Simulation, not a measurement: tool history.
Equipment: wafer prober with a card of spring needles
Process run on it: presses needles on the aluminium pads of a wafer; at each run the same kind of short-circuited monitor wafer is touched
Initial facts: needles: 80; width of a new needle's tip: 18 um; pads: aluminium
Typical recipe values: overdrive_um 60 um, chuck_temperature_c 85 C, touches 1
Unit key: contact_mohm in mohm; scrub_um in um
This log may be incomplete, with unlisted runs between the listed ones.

run	hour	overdrive_um	chuck_temperature_c	touches	contact_mohm	scrub_um
1	0	60	85	1	177	8.9
# hour 5.8: tips cleaned on abrasive film
# hour 13.6: tips cleaned on abrasive film
# hour 21.3: tips cleaned on abrasive film
# hour 31: tips cleaned on abrasive film
# hour 38.8: tips cleaned on abrasive film
2	40.1	60	85	1	178	8.85
# hour 47.9: tips cleaned on abrasive film
# hour 55.6: tips cleaned on abrasive film
# hour 63.4: tips cleaned on abrasive film
3	69.4	60	85	1	176	8.82
# hour 71.4: tips cleaned on abrasive film
# hour 79.1: tips cleaned on abrasive film
# hour 88.8: tips cleaned on abrasive film
# hour 96.6: tips cleaned on abrasive film
4	101.3	60	85	1	175	8.85
# hour 105.3: tips cleaned on abrasive film
# hour 114.9: tips cleaned on abrasive film
# hour 122.7: tips cleaned on abrasive film
# hour 130.4: tips cleaned on abrasive film
# hour 138.2: tips cleaned on abrasive film
# hour 147.1: tips cleaned on abrasive film
5	147.1	60	85	2	175	8.8
# hour 156.8: tips cleaned on abrasive film
# hour 164.5: tips cleaned on abrasive film
# hour 174.2: tips cleaned on abrasive film
6	175.2	60	85	2	175	8.75
# hour 179.3: height of the first contact set anew
# hour 183.2: tips cleaned on abrasive film
# hour 191: tips cleaned on abrasive film
# hour 200.7: tips cleaned on abrasive film
# hour 210.3: tips cleaned on abrasive film
7	217.8	60	85	2	178	8.81
# hour 219.8: tips cleaned on abrasive film
# hour 227.6: tips cleaned on abrasive film
# hour 237.3: tips cleaned on abrasive film
# hour 245: tips cleaned on abrasive film
8	248.9	60	85	1	177	8.79
# hour 252.8: tips cleaned on abrasive film
# hour 260.6: tips cleaned on abrasive film
# hour 270.2: tips cleaned on abrasive film
9	277.1	47	85	1	186	6.96
# hour 279.1: tips cleaned on abrasive film
# hour 286.9: tips cleaned on abrasive film
# hour 294.6: tips cleaned on abrasive film
10	300.1	47	85	1	185	6.86
# hour 304: tips cleaned on abrasive film
# hour 313.7: tips cleaned on abrasive film
11	320.7	47	57	1	176	6.91
# hour 322.7: tips cleaned on abrasive film
# hour 330.5: tips cleaned on abrasive film
# hour 340.1: tips cleaned on abrasive film
12	343.8	47	57	1	180	6.95
# hour 349.6: tips cleaned on abrasive film
# hour 357.4: tips cleaned on abrasive film
# hour 367: tips cleaned on abrasive film
13	373.1	47	57	1	177	6.84
# hour 375.1: tips cleaned on abrasive film
# hour 382.8: tips cleaned on abrasive film
# hour 392.5: tips cleaned on abrasive film
# hour 402.2: tips cleaned on abrasive film
14	404.3	60	85	1	177	8.73
# hour 410.1: tips cleaned on abrasive film
# hour 417.9: tips cleaned on abrasive film
# hour 425.7: tips cleaned on abrasive film
# hour 433.4: tips cleaned on abrasive film
# hour 443.1: tips cleaned on abrasive film
15	449.9	72	73	2	171	10.6
# hour 451.9: tips cleaned on abrasive film
# hour 461.6: tips cleaned on abrasive film
# hour 471.3: tips cleaned on abrasive film
# hour 479: tips cleaned on abrasive film
# hour 488.7: tips cleaned on abrasive film
16	490.5	72	73	2	171	10.55
# hour 498.3: tips cleaned on abrasive film
# hour 506.1: tips cleaned on abrasive film
# hour 513.8: tips cleaned on abrasive film
# hour 519.8: height of the first contact set anew
# hour 523.8: tips cleaned on abrasive film
17	529.4	66	73	2	172	9.57
# hour 533.3: tips cleaned on abrasive film
# hour 543: tips cleaned on abrasive film
# hour 550.7: tips cleaned on abrasive film
# hour 560.4: tips cleaned on abrasive film
# hour 568.2: tips cleaned on abrasive film
18	575	56	52	2	170	8.15
# hour 577: tips cleaned on abrasive film
# hour 584.7: tips cleaned on abrasive film
# hour 594.4: tips cleaned on abrasive film
# hour 604.1: tips cleaned on abrasive film
19	608.4	56	52	2	170	8.25
# hour 612.4: tips cleaned on abrasive film
# hour 620.1: tips cleaned on abrasive film
# hour 629.8: tips cleaned on abrasive film
20	637.2	56	52	2	168	8.13
# hour 639.3: tips cleaned on abrasive film
# hour 647: tips cleaned on abrasive film
# hour 654.8: tips cleaned on abrasive film
# hour 662.5: tips cleaned on abrasive film
# hour 672.2: tips cleaned on abrasive film
21	675.4	60	51	1	169	8.85
# hour 681.3: tips cleaned on abrasive film
# hour 689: tips cleaned on abrasive film
# hour 696.8: tips cleaned on abrasive film
# hour 706.5: tips cleaned on abrasive film
22	710	55	48	3	168	8.08
# hour 715.8: tips cleaned on abrasive film
# hour 723.6: tips cleaned on abrasive film
# hour 731.3: tips cleaned on abrasive film
# hour 739.1: tips cleaned on abrasive film
23	742.3	55	48	3	173	8.08
# hour 748.1: tips cleaned on abrasive film
# hour 757.8: tips cleaned on abrasive film
# hour 765.5: tips cleaned on abrasive film
# hour 775.2: tips cleaned on abrasive film
24	776.5	55	48	3	172	8.08
# hour 784.3: tips cleaned on abrasive film
# hour 792: tips cleaned on abrasive film
# hour 799.8: tips cleaned on abrasive film
# hour 809.5: tips cleaned on abrasive film
# hour 817.2: tips cleaned on abrasive film
25	821.4	55	48	3	168	8.03
# hour 825.4: tips cleaned on abrasive film
# hour 835: tips cleaned on abrasive film
# hour 844.7: tips cleaned on abrasive film
# hour 852.5: tips cleaned on abrasive film
# hour 860.4: height of the first contact set anew
# hour 862.4: tips cleaned on abrasive film
26	868.4	57	53	1	172	8.26

Here are 3 independent what-if runs from the current tool condition. What would each one return?
# hour 870.4: tips cleaned on abrasive film
# hour 878.1: tips cleaned on abrasive film
# hour 885.9: tips cleaned on abrasive film
# hour 893.7: tips cleaned on abrasive film
# hour 903.3: tips cleaned on abrasive film
A	910	57	53	1	?	?
# hour 870.4: tips cleaned on abrasive film
# hour 878.1: tips cleaned on abrasive film
# hour 885.9: tips cleaned on abrasive film
# hour 893.7: tips cleaned on abrasive film
# hour 903.3: tips cleaned on abrasive film
B	910	60	80	1	?	?
# hour 870.4: tips cleaned on abrasive film
# hour 878.1: tips cleaned on abrasive film
# hour 885.9: tips cleaned on abrasive film
# hour 893.7: tips cleaned on abrasive film
# hour 903.3: tips cleaned on abrasive film
C	910	73	53	3	?	?

run	contact_mohm	scrub_um
A	171	8.34
B	170	8.69
C	170	10.87
The same runs, with their run-to-run variation unchanged, on a tool lacking any hidden condition would have given:
run	contact_mohm	scrub_um
A	170	8.34
B	169	8.69
C	170	10.87

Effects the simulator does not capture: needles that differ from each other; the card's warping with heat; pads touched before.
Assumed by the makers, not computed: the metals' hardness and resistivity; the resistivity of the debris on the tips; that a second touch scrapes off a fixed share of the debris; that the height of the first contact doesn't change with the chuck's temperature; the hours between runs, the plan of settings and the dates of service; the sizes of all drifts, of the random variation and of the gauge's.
